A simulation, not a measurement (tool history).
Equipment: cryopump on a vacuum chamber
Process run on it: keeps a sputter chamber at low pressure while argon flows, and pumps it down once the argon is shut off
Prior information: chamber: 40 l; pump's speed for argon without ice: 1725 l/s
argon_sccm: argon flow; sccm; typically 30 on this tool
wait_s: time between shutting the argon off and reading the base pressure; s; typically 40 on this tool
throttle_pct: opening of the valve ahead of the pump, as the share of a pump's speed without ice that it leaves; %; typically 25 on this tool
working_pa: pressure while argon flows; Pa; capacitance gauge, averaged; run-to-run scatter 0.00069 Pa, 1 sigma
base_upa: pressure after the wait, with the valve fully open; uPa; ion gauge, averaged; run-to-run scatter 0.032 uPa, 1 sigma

Run 1, day 0: usual settings. Result: working_pa 0.1205 Pa, base_upa 1.71 uPa.
Run 2, day 0.658: usual settings. Result: working_pa 0.122 Pa, base_upa 1.71 uPa.
Run 3, day 1.971: usual settings. Result: working_pa 0.1223 Pa, base_upa 1.81 uPa.
Run 4, day 3.054: usual settings. Result: working_pa 0.1224 Pa, base_upa 1.74 uPa.
Run 5, day 3.796: usual settings. Result: working_pa 0.1225 Pa, base_upa 1.79 uPa.
Run 6, day 4.729: usual settings. Result: working_pa 0.1253 Pa, base_upa 1.77 uPa.
Run 7, day 5.496: usual settings. Result: working_pa 0.1241 Pa, base_upa 1.77 uPa.
Run 8, day 6.45: usual settings. Result: working_pa 0.1243 Pa, base_upa 1.7 uPa.
Run 9, day 7.417: usual settings. Result: working_pa 0.1241 Pa, base_upa 1.79 uPa.
Run 10, day 8.571: usual settings. Result: working_pa 0.1254 Pa, base_upa 1.8 uPa.
Run 11, day 9.408: usual settings but argon_sccm 44 sccm. Result: working_pa 0.1861 Pa, base_upa 1.81 uPa.
At day 9.829: pump warmed up, emptied and cooled again.
Run 12, day 10.533: usual settings. Result: working_pa 0.1177 Pa, base_upa 1.73 uPa.
Run 13, day 11.712: usual settings. Result: working_pa 0.1182 Pa, base_upa 1.71 uPa.
Run 14, day 12.892: usual settings. Result: working_pa 0.1186 Pa, base_upa 1.73 uPa.
Run 15, day 13.712: usual settings. Result: working_pa 0.1193 Pa, base_upa 1.7 uPa.
Run 16, day 14.412: usual settings. Result: working_pa 0.1211 Pa, base_upa 1.8 uPa.
Run 17, day 15.529: usual settings. Result: working_pa 0.1198 Pa, base_upa 1.82 uPa.
Run 18, day 16.429: usual settings but argon_sccm 13 sccm, throttle_pct 15 %. Result: working_pa 0.0856 Pa, base_upa 1.82 uPa.
Run 19, day 17.725: usual settings but argon_sccm 50 sccm, wait_s 54 s, throttle_pct 47 %. Result: working_pa 0.109 Pa, base_upa 1.39 uPa.
Run 20, day 19.071: usual settings but argon_sccm 54 sccm, wait_s 32 s, throttle_pct 32 %. Result: working_pa 0.1732 Pa, base_upa 2.16 uPa.
Run 21, day 19.667: usual settings but argon_sccm 23 sccm, wait_s 32 s, throttle_pct 32 %. Result: working_pa 0.0744 Pa, base_upa 2.12 uPa.
Run 22, day 20.967: usual settings but argon_sccm 15 sccm, wait_s 21 s, throttle_pct 28 %. Result: working_pa 0.0551 Pa, base_upa 3.14 uPa.
Run 23, day 21.712: usual settings but wait_s 47 s, throttle_pct 60 %. Result: working_pa 0.0552 Pa, base_upa 1.59 uPa.
Run 24, day 22.329: usual settings but wait_s 31 s, throttle_pct 19 %. Result: working_pa 0.1618 Pa, base_upa 2.25 uPa.
Run 25, day 22.896: usual settings but wait_s 31 s, throttle_pct 19 %. Result: working_pa 0.1612 Pa, base_upa 2.23 uPa.
Run 26, day 24.192: usual settings but wait_s 31 s, throttle_pct 19 %. Result: working_pa 0.1623 Pa, base_upa 2.26 uPa.
Run 27, day 25.317: usual settings but argon_sccm 14 sccm. Result: working_pa 0.0592 Pa, base_upa 1.85 uPa.
Run 28, day 26.008: usual settings but argon_sccm 16 sccm, wait_s 179 s. Result: working_pa 0.0666 Pa, base_upa 0.71 uPa.
At day 26.279: pump warmed up, emptied and cooled again.
Run 29, day 26.967: usual settings but argon_sccm 29 sccm, wait_s 38 s, throttle_pct 45 %. Result: working_pa 0.0632 Pa, base_upa 1.79 uPa.
Run 30, day 28.079: usual settings but argon_sccm 29 sccm, wait_s 38 s, throttle_pct 45 %. Result: working_pa 0.0648 Pa, base_upa 1.97 uPa.
Run 31, day 28.904: usual settings but argon_sccm 21 sccm, wait_s 22 s, throttle_pct 45 %. Result: working_pa 0.046 Pa, base_upa 2.95 uPa.
Run 32, day 29.512: usual settings but wait_s 47 s, throttle_pct 33 %. Result: working_pa 0.0909 Pa, base_upa 1.61 uPa.
Run 33, day 30.196: usual settings but argon_sccm 44 sccm, wait_s 242 s, throttle_pct 33 %. Result: working_pa 0.1338 Pa, base_upa 0.55 uPa.

Some steps in working_pa, run to run, broken into two amounts with sign: the step expected even without the hidden condition (settings, incoming material, random variation), and the rest, left for the hidden condition together with whatever gauge scatter is not in both the measured and the hidden-condition-free result:
Hidden conditions of the tool in this case: pump's speed, % of a pump's without ice; cold plate's temperature, K; leak into the chamber, uPa l/s; drift of the gauge itself on working_pa, %; drift of the gauge itself on base_upa, %.
Run 10 -> 11: argon_sccm 30 -> 44. working_pa +0.0607 Pa: hidden state +0.0046, all else +0.0561.
Run 11 -> 12: argon_sccm 44 -> 30, pump warmed up, emptied and cooled again. working_pa -0.0684 Pa: hidden state -0.0121, all else -0.0563.
Run 18 -> 19: argon_sccm 13 -> 50, wait_s 40 -> 54, throttle_pct 15 -> 47. working_pa +0.0234 Pa: hidden state +0.0048, all else +0.0186.
Run 20 -> 21: argon_sccm 54 -> 23. working_pa -0.0988 Pa: hidden state -0.0043, all else -0.0945.
Run 23 -> 24: wait_s 47 -> 31, throttle_pct 60 -> 19. working_pa +0.1066 Pa: hidden state +0.0002, all else +0.1064.
Run 26 -> 27: argon_sccm 30 -> 14, wait_s 31 -> 40, throttle_pct 19 -> 25. working_pa -0.1031 Pa: hidden state -0.0036, all else -0.0995.
